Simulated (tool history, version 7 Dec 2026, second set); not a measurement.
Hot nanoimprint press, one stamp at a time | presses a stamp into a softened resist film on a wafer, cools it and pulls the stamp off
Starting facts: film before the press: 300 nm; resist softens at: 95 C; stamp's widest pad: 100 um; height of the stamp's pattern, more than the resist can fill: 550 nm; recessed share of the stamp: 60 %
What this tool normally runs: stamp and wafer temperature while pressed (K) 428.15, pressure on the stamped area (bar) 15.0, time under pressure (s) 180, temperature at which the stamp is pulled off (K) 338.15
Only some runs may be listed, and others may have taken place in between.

run   hour  stamp and wafer temperature while pressed (K)  pressure on the stamped area (bar)  time under pressure (s)  temperature at which the stamp is pulled off (K)  resist left under the stamp's widest pad (nm)  greatest force while the stamp is pulled off (N)
  1    0.0                                         428.15                                15.0                      180                                            338.15                                          142.4                                               144
  2   10.5                                         428.15                                15.0                      180                                            338.15                                          141.1                                               142
  3   21.2                                         418.15                                15.0                      180                                            338.15                                          222.3                                               143
  4   35.9                                         418.15                                15.0                      180                                            337.15                                          221.7                                               159
  5   46.0                                         418.15                                15.0                      180                                            337.15                                          222.5                                               161
  6   58.5                                         418.15                                15.0                      180                                            337.15                                          219.6                                               163
  7   73.6                                         418.15                                15.0                      180                                            337.15                                          221.5                                               163
  8   86.8                                         418.15                                15.0                      207                                            337.15                                          215.6                                               160
  9   93.7                                         418.15                                15.0                      207                                            337.15                                          215.8                                               166
 10  104.7                                         418.15                                15.0                      207                                            337.15                                          216.0                                               177
 11  113.4                                         417.15                                 9.3                      111                                            338.15                                          270.9                                               174
 12  122.7                                         429.15                                14.8                      195                                            344.15                                          135.0                                               154
 13  140.2                                         416.15                                14.8                      138                                            336.15                                          250.1                                               190
 14  151.6                                         416.15                                14.8                      138                                            336.15                                          250.1                                               181
 15  164.3                                         428.15                                15.0                      180                                            346.15                                          150.1                                               161
 16  171.6                                         431.15                                19.6                      167                                            329.15                                          119.7                                               203
 17  181.5                                         431.15                                11.7                      167                                            329.15                                          148.9                                               208
 18  198.0                                         428.15                                15.0                      248                                            332.15                                          133.6                                               208
 19  204.9                                         430.15                                17.8                      157                                            342.15                                          132.8                                               179

Between the runs listed above, the log contained 1 entry, not reproduced here. Where in the sequence does each belong, and how does what the log doesn't record of the tool's condition differ from the listed run before to the listed run after?
Run 12 -> run 13: plate thermocouple calibrated (hour 126.9)
  true temperature over the reading, C: -0.86 -> -1.49; pressure that arrives at the usual setting, %: 97.98 -> 97.92; grip of the stamp's worn release coat, % over a new coat's: 18 -> 20.1
  what was measured, less what the result would be without the hidden state, resist left under the stamp's widest pad (nm): +6.8 -> +10.0; greatest force while the stamp is pulled off (N): +26 -> +35
